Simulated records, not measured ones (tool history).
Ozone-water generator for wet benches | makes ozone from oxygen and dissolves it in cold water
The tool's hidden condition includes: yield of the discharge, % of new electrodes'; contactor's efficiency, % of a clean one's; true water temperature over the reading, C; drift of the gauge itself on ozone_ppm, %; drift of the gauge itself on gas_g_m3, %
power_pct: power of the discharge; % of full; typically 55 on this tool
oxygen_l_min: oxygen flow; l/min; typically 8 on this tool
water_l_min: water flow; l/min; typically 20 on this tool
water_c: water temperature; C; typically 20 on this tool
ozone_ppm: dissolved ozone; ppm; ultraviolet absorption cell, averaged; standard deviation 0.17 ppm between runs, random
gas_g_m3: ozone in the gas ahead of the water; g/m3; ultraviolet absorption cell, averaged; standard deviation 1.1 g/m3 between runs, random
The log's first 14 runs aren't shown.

run,hour,power_pct,oxygen_l_min,water_l_min,water_c,hours of work since the electrodes were changed,hours of work since the contactor was cleaned,hours of work since the thermometer was calibrated,ozone_ppm,gas_g_m3
15,654.9,55,8,20,14,1698,2109,88,25.2,205.4
16,682.1,55,8,20,14,1720,2131,110,25.1,203.4
17,727.5,47,8,20,20,1757,2168,146,20,178.2
18,756.4,47,8,30,24,1780,2191,169,12.6,178.1
19,790.6,47,8,30,24,1807,2218,196,12.9,178.8
20,840.8,44,8.27,20,20,1847,2258,237,18.3,165
21,882.1,56,8,20,20,1880,2291,270,23.1,211.3
22,928.5,46,12.8,25,19,1917,2328,307,14.7,130.1
23,980.8,46,12.8,25,19,1959,2370,349,14.5,127.2
24,1023.8,64,8.68,16,19,1993,2404,383,30.4,222.9
25,1067.9,72,8,20,12,2029,2440,418,32.7,260.3
26,1125.9,51,8,30,12,2075,2486,465,16.4,194.5
27,1181.3,51,8,30,12,2119,2530,509,16.4,194.9
28,1229.2,55,11.78,20,20,2158,2569,547,20.2,159.5
29,1274.7,55,7.4,14,12,2194,2605,584,35.8,220.5
30,1341.6,62,8,21,25,2248,2659,637,21.9,229
31,1386.1,62,10.06,20,22,2283,2694,673,22.6,197.1
32,1452.5,62,10.06,20,22,2336,2747,726,22.3,196.7

Below are 4 alternative next runs, each starting from the tool's condition after run 32. Predict each:
A,1479.9,60,11.01,20,20,2358,2769,748,?,?
B,1479.9,70,4.38,20,20,2358,2769,748,?,?
C,1479.9,52,8,12,23,2358,2769,748,?,?
D,1479.9,85,5.07,25,20,2358,2769,748,?,?

run,ozone_ppm,gas_g_m3
A,22.2,182.8
B,30.5,382.9
C,29.4,198.2
D,28.4,407.6
Had the tool no hidden state, the same runs would have come out as:
run,ozone_ppm,gas_g_m3
A,22.2,178.5
B,30.5,373.9
C,29.4,193.5
D,28.4,398

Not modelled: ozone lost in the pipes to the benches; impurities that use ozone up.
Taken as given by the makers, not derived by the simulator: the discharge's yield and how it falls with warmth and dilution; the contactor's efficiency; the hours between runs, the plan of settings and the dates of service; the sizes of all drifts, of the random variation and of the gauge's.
